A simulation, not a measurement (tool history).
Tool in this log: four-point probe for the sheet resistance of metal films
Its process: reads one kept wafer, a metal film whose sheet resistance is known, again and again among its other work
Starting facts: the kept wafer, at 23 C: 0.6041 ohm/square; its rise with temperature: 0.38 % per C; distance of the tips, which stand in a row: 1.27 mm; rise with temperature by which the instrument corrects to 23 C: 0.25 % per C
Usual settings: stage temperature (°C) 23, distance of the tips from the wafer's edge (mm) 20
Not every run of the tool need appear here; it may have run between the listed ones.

run,day,stage temperature (°C),distance of the tips from the wafer's edge (mm),sheet resistance as the instrument gives it (ohm/square)
1,0.000,23,20,0.606366
2,1.562,23,16,0.607110
3,2.583,23,20,0.606403
4,3.975,23,20,0.606549
5,5.579,23,20,0.606400
6,7.842,23,20,0.606368
7,9.825,23,40,0.605407
8,11.379,23,40,0.605546
9,12.858,23,40,0.605440
10,14.129,22,20,0.605892
11,16.004,22,20,0.605715
12,17.462,22,20,0.605725
13,19.492,22,20,0.605858
14,21.338,22,20,0.605622
15,22.679,22,20,0.605618
16,24.567,22,45,0.604543
17,25.742,23,20,0.606347
18,28.112,23,20,0.606601
19,30.533,23,20,0.606557
20,32.992,23,20,0.606451
21,35.129,19,20,0.603232
22,37.233,30,20,0.611912
23,38.267,30,20,0.612007
24,40.108,25,25,0.607891
25,42.592,25,25,0.607725
26,44.038,27,54,0.608715
27,46.396,27,54,0.608750
28,47.708,31,4,0.642952
29,49.767,31,30,0.612022
30,51.533,31,30,0.612063
31,52.804,22,37,0.604951
32,54.538,18,7,0.611865
33,56.004,18,7,0.611952
34,58.246,28,53,0.609595
35,59.275,28,53,0.609565
36,60.421,28,53,0.609476
37,62.375,23,30,0.605939
# day 62.671: stage's thermometer calibrated
38,63.792,32,10,0.618462
39,66.246,27,59,0.609551
40,67.362,27,23,0.610286
41,69.800,29,9,0.617369
42,71.658,33,7,0.624645
43,72.829,34,7,0.625409
44,74.412,33,40,0.614420
45,76.133,33,40,0.614274
46,77.233,23,8,0.614430

3 ways to go on from here, each from the tool as it stands after run 46. What would each give?
A,78.450,24,7,?
B,78.450,18,16,?
C,78.450,29,20,?

run,sheet resistance as the instrument gives it (ohm/square)
A,0.617615
B,0.604245
C,0.612234
Had the tool no hidden state, the same runs would have come out as:
run,sheet resistance as the instrument gives it (ohm/square)
A,0.615384
B,0.602066
C,0.610014

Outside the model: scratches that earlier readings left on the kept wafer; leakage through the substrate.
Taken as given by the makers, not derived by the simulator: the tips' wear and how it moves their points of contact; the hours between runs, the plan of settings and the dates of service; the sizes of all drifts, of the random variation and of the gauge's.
